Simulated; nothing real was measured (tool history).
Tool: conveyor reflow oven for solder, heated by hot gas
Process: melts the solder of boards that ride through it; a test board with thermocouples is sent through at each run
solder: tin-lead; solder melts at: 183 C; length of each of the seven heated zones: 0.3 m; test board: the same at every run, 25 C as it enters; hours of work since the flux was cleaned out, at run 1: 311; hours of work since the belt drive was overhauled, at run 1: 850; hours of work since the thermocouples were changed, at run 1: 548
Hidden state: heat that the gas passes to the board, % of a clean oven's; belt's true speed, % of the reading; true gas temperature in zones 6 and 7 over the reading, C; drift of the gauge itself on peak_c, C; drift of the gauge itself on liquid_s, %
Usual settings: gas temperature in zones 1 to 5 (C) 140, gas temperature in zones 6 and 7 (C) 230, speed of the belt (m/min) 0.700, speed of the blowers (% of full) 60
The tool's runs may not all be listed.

run   hour  gas temperature in zones 1 to 5 (C)  gas temperature in zones 6 and 7 (C)  speed of the belt (m/min)  speed of the blowers (% of full)  hours of work since the flux was cleaned out  hours of work since the belt drive was overhauled  hours of work since the thermocouples were changed  highest temperature of the board (C)  time above the solder's melting point (s)
  1    0.0                                  140                                   230                      0.700                                60                                           311                                                850                                                 548                                 206.2                                       30.7
  2   74.3                                  135                                   230                      0.700                                60                                           346                                                885                                                 583                                 204.2                                       28.6
     152.7  -- flux residue cleaned out of gas plates and filters
  3  159.2                                  135                                   230                      0.700                                60                                             3                                                922                                                 620                                 203.1                                       27.5
  4  203.6                                  135                                   230                      0.700                                60                                            24                                                943                                                 641                                 203.5                                       27.1
  5  302.4                                  140                                   230                      0.706                                60                                            70                                                989                                                 687                                 204.0                                       29.3
  6  381.2                                  129                                   230                      0.700                                60                                           107                                               1026                                                 724                                 201.3                                       24.3
  7  466.5                                  140                                   230                      0.700                                60                                           147                                               1066                                                 764                                 204.0                                       29.2
  8  514.3                                  140                                   230                      0.700                                60                                           169                                               1088                                                 786                                 204.2                                       28.9
     530.0  -- flux residue cleaned out of gas plates and filters, once more
  9  590.4                                  140                                   230                      0.700                                60                                            28                                               1121                                                 820                                 209.7                                       34.3
 10  656.1                                  140                                   230                      0.700                                60                                            59                                               1152                                                 850                                 209.8                                       34.1
     674.3  -- belt drive overhauled, speed set with a stopwatch
 11  701.1                                  140                                   230                      0.700                                60                                            78                                                 13                                                 870                                 208.3                                       32.2
 12  756.9                                  137                                   238                      0.657                                86                                           104                                                 39                                                 896                                 224.9                                       44.8
 13  813.1                                  137                                   238                      0.657                                86                                           131                                                 65                                                 922                                 225.1                                       44.7
 14  894.2                                  126                                   230                      0.790                                60                                           168                                                103                                                 960                                 198.2                                       18.0

3 ways to go on from here, each from the tool as it stands after run 14. What would each give?
  A  986.5                                  140                                   225                      0.590                                81                                           212                                                146                                                1003                                     ?                                          ?
  B  986.5                                  136                                   236                      0.700                                60                                           212                                                146                                                1003                                     ?                                          ?
  C  986.5                                  126                                   230                      0.813                                60                                           212                                                146                                                1003                                     ?                                          ?

run  highest temperature of the board (C)  time above the solder's melting point (s)
  A                                 215.5                                       46.0
  B                                 211.2                                       33.2
  C                                 196.5                                       16.0
Without the tool's hidden state the same runs would have given:
run  highest temperature of the board (C)  time above the solder's melting point (s)
  A                                 213.7                                       45.1
  B                                 210.1                                       32.5
  C                                 195.9                                       15.6

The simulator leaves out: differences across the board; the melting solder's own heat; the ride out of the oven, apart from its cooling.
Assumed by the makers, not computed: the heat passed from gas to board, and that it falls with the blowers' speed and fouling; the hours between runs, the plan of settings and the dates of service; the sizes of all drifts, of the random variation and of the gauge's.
